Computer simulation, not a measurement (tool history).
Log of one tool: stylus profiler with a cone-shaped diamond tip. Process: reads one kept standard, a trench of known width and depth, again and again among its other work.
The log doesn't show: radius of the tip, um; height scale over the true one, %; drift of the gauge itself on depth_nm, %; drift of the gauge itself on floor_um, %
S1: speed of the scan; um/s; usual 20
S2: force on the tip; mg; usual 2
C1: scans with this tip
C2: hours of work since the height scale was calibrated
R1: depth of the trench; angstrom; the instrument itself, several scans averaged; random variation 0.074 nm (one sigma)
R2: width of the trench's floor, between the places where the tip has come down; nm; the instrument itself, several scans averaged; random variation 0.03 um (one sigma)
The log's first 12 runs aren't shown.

{"run": 13, "hour": 287.6, "S1": 20, "S2": 1.23, "C1": 3768, "C2": 563, "R1": 1008.1, "R2": 48410}
{"run": 14, "hour": 314.9, "S1": 20, "S2": 1.23, "C1": 3842, "C2": 574, "R1": 1007.4, "R2": 48470}
{"run": 15, "hour": 342.1, "S1": 20, "S2": 1.23, "C1": 3917, "C2": 586, "R1": 1007.6, "R2": 48450}
{"run": 16, "hour": 374.6, "S1": 20, "S2": 1.23, "C1": 4006, "C2": 599, "R1": 1005.8, "R2": 48440}
{"run": 17, "hour": 396.2, "S1": 20, "S2": 1.23, "C1": 4066, "C2": 608, "R1": 1005.1, "R2": 48410}
{"run": 18, "hour": 410.0, "S1": 20, "S2": 1.23, "C1": 4104, "C2": 613, "R1": 1006.6, "R2": 48400}
{"run": 19, "hour": 427.6, "S1": 20, "S2": 2, "C1": 4152, "C2": 621, "R1": 1008.4, "R2": 48460}
{"run": 20, "hour": 455.0, "S1": 20, "S2": 4.54, "C1": 4227, "C2": 632, "R1": 1013.4, "R2": 48510}
{"run": 21, "hour": 482.2, "S1": 9, "S2": 5.72, "C1": 4302, "C2": 643, "R1": 1014, "R2": 48540}
{"run": 22, "hour": 503.9, "S1": 8, "S2": 4.12, "C1": 4361, "C2": 652, "R1": 1011.7, "R2": 48590}
{"hour": 507.4, "done": "height scale calibrated on a step standard"}
{"run": 23, "hour": 528.0, "S1": 6, "S2": 0.99, "C1": 4426, "C2": 8, "R1": 1007, "R2": 48530}
{"run": 24, "hour": 547.2, "S1": 6, "S2": 0.99, "C1": 4479, "C2": 16, "R1": 1008, "R2": 48500}
{"run": 25, "hour": 572.4, "S1": 27, "S2": 0.99, "C1": 4548, "C2": 27, "R1": 1007.6, "R2": 48210}
{"run": 26, "hour": 594.8, "S1": 20, "S2": 0.98, "C1": 4610, "C2": 36, "R1": 1007, "R2": 48400}
{"run": 27, "hour": 612.6, "S1": 20, "S2": 0.98, "C1": 4659, "C2": 43, "R1": 1007.4, "R2": 48380}
{"run": 28, "hour": 631.4, "S1": 20, "S2": 0.98, "C1": 4710, "C2": 51, "R1": 1008, "R2": 48410}
{"run": 29, "hour": 653.3, "S1": 28, "S2": 0.83, "C1": 4771, "C2": 60, "R1": 1007.5, "R2": 48320}
{"hour": 655.6, "done": "height scale calibrated on a step standard, once more"}
{"run": 30, "hour": 668.6, "S1": 28, "S2": 0.83, "C1": 4811, "C2": 5, "R1": 1004.3, "R2": 48270}
{"run": 31, "hour": 701.3, "S1": 78, "S2": 2.93, "C1": 4901, "C2": 19, "R1": 1008.4, "R2": 48130}
{"run": 32, "hour": 727.5, "S1": 37, "S2": 1.87, "C1": 4973, "C2": 29, "R1": 1006.8, "R2": 48270}
{"run": 33, "hour": 741.0, "S1": 6, "S2": 3.15, "C1": 5010, "C2": 35, "R1": 1008.3, "R2": 48480}
{"run": 34, "hour": 761.8, "S1": 25, "S2": 0.96, "C1": 5067, "C2": 44, "R1": 1004.6, "R2": 48320}
{"run": 35, "hour": 786.9, "S1": 32, "S2": 3.21, "C1": 5136, "C2": 54, "R1": 1010.3, "R2": 48410}
{"run": 36, "hour": 805.4, "S1": 7, "S2": 0.89, "C1": 5187, "C2": 62, "R1": 1002.4, "R2": 48510}
{"run": 37, "hour": 821.8, "S1": 7, "S2": 0.89, "C1": 5232, "C2": 68, "R1": 1004.6, "R2": 48460}

Forecast each of these 3 alternatives for the next run:
{"run": "A", "hour": 842.5, "S1": 5, "S2": 1.4, "C1": 5289, "C2": 77, "R1": "?", "R2": "?"}
{"run": "B", "hour": 842.5, "S1": 20, "S2": 3.04, "C1": 5289, "C2": 77, "R1": "?", "R2": "?"}
{"run": "C", "hour": 842.5, "S1": 18, "S2": 0.73, "C1": 5289, "C2": 77, "R1": "?", "R2": "?"}

run=A R1=1005.6 R2=48510
run=B R1=1009.1 R2=48400
run=C R1=1003.7 R2=48370
Without the tool's hidden state the same runs would have given:
run=A R1=1004.9 R2=48700
run=B R1=1008.4 R2=48590
run=C R1=1003 R2=48560
